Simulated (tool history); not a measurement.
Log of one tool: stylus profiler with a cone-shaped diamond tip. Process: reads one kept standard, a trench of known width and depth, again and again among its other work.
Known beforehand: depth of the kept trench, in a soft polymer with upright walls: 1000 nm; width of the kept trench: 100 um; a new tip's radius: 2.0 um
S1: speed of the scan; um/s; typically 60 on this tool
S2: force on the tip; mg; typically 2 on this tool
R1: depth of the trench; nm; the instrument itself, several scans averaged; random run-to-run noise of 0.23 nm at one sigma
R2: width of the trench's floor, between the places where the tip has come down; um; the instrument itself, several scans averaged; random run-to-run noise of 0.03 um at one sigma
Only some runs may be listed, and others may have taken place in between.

run	hour	S1	S2	R1	R2
1	0	60	2	1014.86	95.59
2	29.1	60	2	1014.33	95.59
3	58.9	60	2	1015.18	95.59
4	73.7	60	2	1014.79	95.53
5	96.5	23	2	1014.93	95.59
6	113.2	23	2	1015.01	95.59
7	138.3	23	2	1014.6	95.52
8	159	23	2	1015.21	95.47
9	174.5	60	2	1014.64	95.45
10	198.9	60	2	1015.42	95.41
11	214.6	60	2	1015.26	95.33
12	231.9	60	2	1015.32	95.3
13	257.7	60	2	1015.38	95.26
14	271.4	60	2	1015.12	95.32
15	296.1	60	2	1014.83	95.26
16	319.2	60	2	1015.13	95.18
# hour 322.5: height scale calibrated on a step standard
17	339.4	60	2	1016.03	95.15
18	365.7	60	2	1016.01	95.2
19	392.6	60	2	1016.42	95.12
20	418	60	2	1016.37	95.12
# hour 429.4: height scale calibrated on a step standard, once more
21	440.8	60	2	1013.8	95.1
22	458.4	60	2	1013.99	95.06
23	477.9	60	2	1013.89	95.07
24	499	60	2	1014.21	95.03
25	514.5	134	4.08	1023.14	94.89
26	539.2	68	2.52	1016.58	94.99
27	566.4	145	2.94	1018.41	94.77
28	578.6	50	1.07	1009.28	94.88
29	601.2	172	1.7	1012.79	94.55
30	624.5	57	4.52	1024.86	94.96
31	651.6	57	4.52	1024.69	94.88
32	664.2	60	3.38	1020.22	94.87
33	689.9	60	3.38	1020.53	94.78
34	703.9	43	1.82	1013.39	94.88
35	724.7	16	1.82	1013.73	94.88
36	749.7	218	0.98	1009.3	93.98
37	764.6	16	1.79	1013.4	94.85
38	783.6	16	1.79	1013.28	94.8
39	807.2	16	0.8	1008.37	94.8
40	821.4	16	0.8	1008.33	94.73
41	834.6	16	1.36	1011.31	94.74
42	864.6	68	0.76	1007.63	94.5
43	879.2	50	5.31	1028.26	94.7

Table of differences, measured result less the result of that run with no hidden state. Run-to-run variation is the same in both. Gauge scatter possibly is not:
What the log doesn't record here: radius of the tip, um; height scale over the true one, %; drift of the gauge itself on depth_nm, %; drift of the gauge itself on floor_um, %.
run	R1	R2
1	+0.63	-0.72
2	+0.68	-0.78
3	+0.73	-0.81
4	+0.77	-0.83
5	+0.8	-0.86
6	+0.83	-0.89
7	+0.88	-0.91
8	+0.92	-0.94
9	+0.95	-0.96
10	+0.98	-0.99
11	+1.02	-1.01
12	+1.05	-1.04
13	+1.09	-1.07
14	+1.12	-1.08
15	+1.16	-1.11
16	+1.21	-1.14
17	+2.04	-1.16
18	+2.09	-1.19
19	+2.13	-1.23
20	+2.18	-1.26
21	-0.1	-1.29
22	-0.07	-1.31
23	-0.04	-1.33
24	+0	-1.36
25	+0.03	-1.37
26	+0.08	-1.4
27	+0.12	-1.44
28	+0.14	-1.45
29	+0.18	-1.47
30	+0.22	-1.5
31	+0.27	-1.53
32	+0.3	-1.54
33	+0.35	-1.58
34	+0.37	-1.59
35	+0.41	-1.61
36	+0.45	-1.63
37	+0.48	-1.66
38	+0.51	-1.67
39	+0.55	-1.7
40	+0.58	-1.71
41	+0.6	-1.72
42	+0.65	-1.75
43	+0.69	-1.78

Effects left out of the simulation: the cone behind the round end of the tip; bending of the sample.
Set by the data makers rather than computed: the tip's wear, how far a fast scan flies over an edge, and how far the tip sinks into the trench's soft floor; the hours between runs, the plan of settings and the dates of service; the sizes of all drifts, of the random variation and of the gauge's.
